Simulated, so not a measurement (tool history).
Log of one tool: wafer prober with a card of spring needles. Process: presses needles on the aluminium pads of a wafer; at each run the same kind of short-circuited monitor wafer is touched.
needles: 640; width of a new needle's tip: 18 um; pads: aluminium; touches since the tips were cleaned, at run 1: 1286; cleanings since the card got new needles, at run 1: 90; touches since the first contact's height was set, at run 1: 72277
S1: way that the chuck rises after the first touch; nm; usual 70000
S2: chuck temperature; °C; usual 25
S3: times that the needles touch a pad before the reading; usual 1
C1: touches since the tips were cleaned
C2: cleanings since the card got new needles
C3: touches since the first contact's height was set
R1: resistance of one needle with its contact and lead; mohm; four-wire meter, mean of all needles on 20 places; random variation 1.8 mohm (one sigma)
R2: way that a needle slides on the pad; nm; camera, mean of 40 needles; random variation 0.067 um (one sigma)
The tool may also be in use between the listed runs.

run,hour,S1,S2,S3,C1,C2,C3,R1,R2
1,0,70000,25,1,1286,90,72277,184,9450
# hour 2.3: tips cleaned on abrasive film
# hour 7.1: tips cleaned on abrasive film
2,8.8,70000,25,1,894,92,76857,186,9520
# hour 11.3: tips cleaned on abrasive film
3,14.5,70000,25,3,1705,93,79839,185,9350
# hour 15.9: tips cleaned on abrasive film
# hour 20: tips cleaned on abrasive film
4,22.2,70000,25,3,1158,95,83811,191,9600
# hour 24.2: tips cleaned on abrasive film
# hour 28.5: tips cleaned on abrasive film
5,28.5,70000,25,2,0,97,87059,188,9620
# hour 33.1: tips cleaned on abrasive film
# hour 37.4: tips cleaned on abrasive film
6,37.4,52000,25,1,0,99,91640,192,6980
# hour 42.4: tips cleaned on abrasive film
# hour 47.2: tips cleaned on abrasive film
7,49.1,89000,25,1,1026,101,97785,182,12140
# hour 51.6: tips cleaned on abrasive film
# hour 56.3: tips cleaned on abrasive film
8,59.1,70000,25,1,1456,103,102960,187,9550
# hour 61.2: tips cleaned on abrasive film
# hour 65.9: tips cleaned on abrasive film
9,66.3,70000,25,1,208,105,106705,187,9530
# hour 70.8: tips cleaned on abrasive film
10,71.6,70000,25,1,410,106,109441,185,9590
# hour 75.4: tips cleaned on abrasive film
# hour 80: tips cleaned on abrasive film
11,81.2,70000,25,1,657,108,114473,189,9570
# hour 85.1: tips cleaned on abrasive film
12,89.1,70000,25,1,2140,109,118609,185,9600
# hour 90.1: tips cleaned on abrasive film
# hour 94.7: tips cleaned on abrasive film
# hour 99.5: tips cleaned on abrasive film
13,101,70000,25,1,791,112,124759,185,9460
# hour 104: tips cleaned on abrasive film
14,106.4,70000,25,1,1275,113,127588,191,9440
# hour 108.5: tips cleaned on abrasive film
# hour 112.7: tips cleaned on abrasive film
# hour 116.8: tips cleaned on abrasive film
15,118.5,70000,25,1,883,116,133828,187,9480
# hour 121.1: tips cleaned on abrasive film
# hour 126.1: tips cleaned on abrasive film
# hour 130.3: tips cleaned on abrasive film
16,130.3,70000,25,3,0,119,139919,190,9500
# hour 134.9: tips cleaned on abrasive film
# hour 139.6: tips cleaned on abrasive film
17,139.8,70000,25,3,124,121,144885,189,9520
# hour 144.1: tips cleaned on abrasive film
18,147.3,69000,73,2,1672,122,148799,203,9280
# hour 148.8: tips cleaned on abrasive film
# hour 153.7: tips cleaned on abrasive film
19,156.3,67000,120,2,1392,124,153512,210,9150
# hour 158.5: tips cleaned on abrasive film
# hour 162: height of the first contact set anew
# hour 163.2: tips cleaned on abrasive film
# hour 167.6: tips cleaned on abrasive film
20,167.6,70000,25,2,0,127,2863,190,9540
# hour 172.3: tips cleaned on abrasive film
21,174.8,55000,106,2,1305,128,6595,211,7460
# hour 177.1: tips cleaned on abrasive film
22,180.1,55000,106,2,1599,129,9395,210,7570
# hour 182.1: tips cleaned on abrasive film
23,186,53000,106,2,2050,130,12434,211,7230
# hour 187.1: tips cleaned on abrasive film
# hour 191.3: tips cleaned on abrasive film
24,192.6,60000,25,2,646,132,15835,192,8220
# hour 195.6: tips cleaned on abrasive film
# hour 200: tips cleaned on abrasive film
25,200,70000,35,3,0,134,19673,192,9650
# hour 204.5: tips cleaned on abrasive film
# hour 208.9: tips cleaned on abrasive film
26,210.1,70000,35,3,640,136,24952,187,9580
# hour 213.3: tips cleaned on abrasive film
27,216.2,61000,119,2,1574,137,28136,212,8250
# hour 218: tips cleaned on abrasive film
# hour 222.2: tips cleaned on abrasive film
28,225.7,61000,90,3,1857,139,33062,204,8380
# hour 226.5: tips cleaned on abrasive film
# hour 230.8: tips cleaned on abrasive film
# hour 235: tips cleaned on abrasive film
29,237.8,61000,90,3,1504,142,39339,202,8390

Forecast each of these 5 alternatives for the next run:
# hour 239.5: tips cleaned on abrasive film
# hour 243.9: tips cleaned on abrasive film
A,247.8,61000,80,3,2039,144,44518,?,?
# hour 239.5: tips cleaned on abrasive film
# hour 243.9: tips cleaned on abrasive film
B,247.8,61000,90,2,2039,144,44518,?,?
# hour 239.5: tips cleaned on abrasive film
# hour 243.9: tips cleaned on abrasive film
C,247.8,61000,90,2,2039,144,44518,?,?
# hour 239.5: tips cleaned on abrasive film
# hour 243.9: tips cleaned on abrasive film
D,247.8,77000,90,1,2039,144,44518,?,?
# hour 239.5: tips cleaned on abrasive film
# hour 243.9: tips cleaned on abrasive film
E,247.8,53000,35,2,2039,144,44518,?,?

run,R1,R2
A,202,8280
B,206,8290
C,203,8350
D,202,10520
E,195,7230
Without the tool's hidden state the same runs would have given:
run,R1,R2
A,202,8280
B,205,8290
C,203,8350
D,201,10530
E,194,7230
